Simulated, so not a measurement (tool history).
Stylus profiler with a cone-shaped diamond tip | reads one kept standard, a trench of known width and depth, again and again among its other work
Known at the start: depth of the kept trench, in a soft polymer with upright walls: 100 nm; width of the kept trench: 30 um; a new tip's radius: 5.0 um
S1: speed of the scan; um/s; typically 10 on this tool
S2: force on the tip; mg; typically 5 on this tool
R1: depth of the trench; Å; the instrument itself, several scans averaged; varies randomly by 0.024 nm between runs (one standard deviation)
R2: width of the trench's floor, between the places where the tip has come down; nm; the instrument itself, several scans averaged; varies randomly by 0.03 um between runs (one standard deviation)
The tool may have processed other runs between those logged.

run,day,S1,S2,R1,R2
1,0,10,5,1027.1,27380
2,0.425,10,5,1027.5,27390
3,0.858,10,3.59,1022.3,27340
4,1.738,8,3.59,1022.3,27360
5,2.175,7,3.59,1022.6,27360
6,3.112,7,3.59,1022.6,27340
7,3.583,7,3.59,1022.3,27360
8,4.379,10,7.52,1034.8,27370
9,5.092,10,7.52,1035.6,27270
10,5.646,10,5,1024.6,27970
11,6.075,10,5,1024.1,27910
12,6.567,10,5,1025.2,27940
13,7.112,10,6.67,1030.1,27940
14,7.904,10,5,1024.4,27940
15,8.479,10,5,1024.9,27920
16,9.3,6,5,1024.7,27840
17,10.088,6,3.17,1018.5,27910
18,10.642,6,3.17,1018.6,27880
19,11.212,6,3.17,1018.9,27850
20,11.825,6,3.17,1018.8,27860
21,12.596,7,5,1025,27810
22,13.438,10,4.43,1023.2,27820
23,14.371,10,5,1025.5,27840
24,14.796,10,5,1025.7,27740
25,15.379,7,1.91,1014.4,27790
26,16.288,16,5,1026.1,27750
27,16.771,4,3.06,1019.8,27810
28,17.621,13,7.95,1033.1,27690
29,18.525,13,7.95,1033.6,27680
30,19.15,13,7.95,1033.3,27670
31,19.812,19,8.08,1033.6,27710
32,20.438,5,6.28,1028.7,27670
33,21.104,9,8.69,1035.3,27700
34,21.675,9,8.69,1035.6,27650
35,22.321,6,5.41,1025.8,27670
36,23.108,19,2.7,1017,27570
37,23.9,3,1.86,1012.9,27680
38,24.538,6,1.85,1013.3,27620
39,25.375,16,2.47,1015.8,27570
40,25.983,5,5,1025.5,27550
41,26.804,18,9.14,1037.3,27570
42,27.483,28,10.66,1040.8,27520
43,28.388,39,8.85,1036.4,27470
44,29.033,39,8.85,1036.2,27450
45,29.862,12,8.85,1036.2,27520
46,30.629,12,8.85,1036.6,27480
47,31.55,12,8.85,1036.4,27460

Removed from this log: 3 entries logged between the listed runs. Between which two listed runs does each belong, and how does the tool's hidden state at the listed run before it compare with that at the listed run after it?
Runs 9 to 10: new tip fitted, height scale calibrated (day 5.646)
  radius of the tip, um: 8.91 -> 5.1; height scale over the true one, %: 0.342 -> 0.068
  the result without the hidden state subtracted from the measured one, R1: +3.6 -> +0.7 Å; R2: -680 -> -20 nm
Runs 22 to 23: height scale calibrated on a step standard (day 13.538)
  radius of the tip, um: 5.91 -> 6; height scale over the true one, %: 0.117 -> 0.179
  the result without the hidden state subtracted from the measured one, R1: +1.2 -> +1.8 Å; R2: -180 -> -200 nm
Runs 27 to 28: height scale calibrated on a step standard, once more (day 17.379)
  radius of the tip, um: 6.23 -> 6.32; height scale over the true one, %: 0.194 -> 0.038
  the result without the hidden state subtracted from the measured one, R1: +2 -> +0.4 Å; R2: -230 -> -250 nm
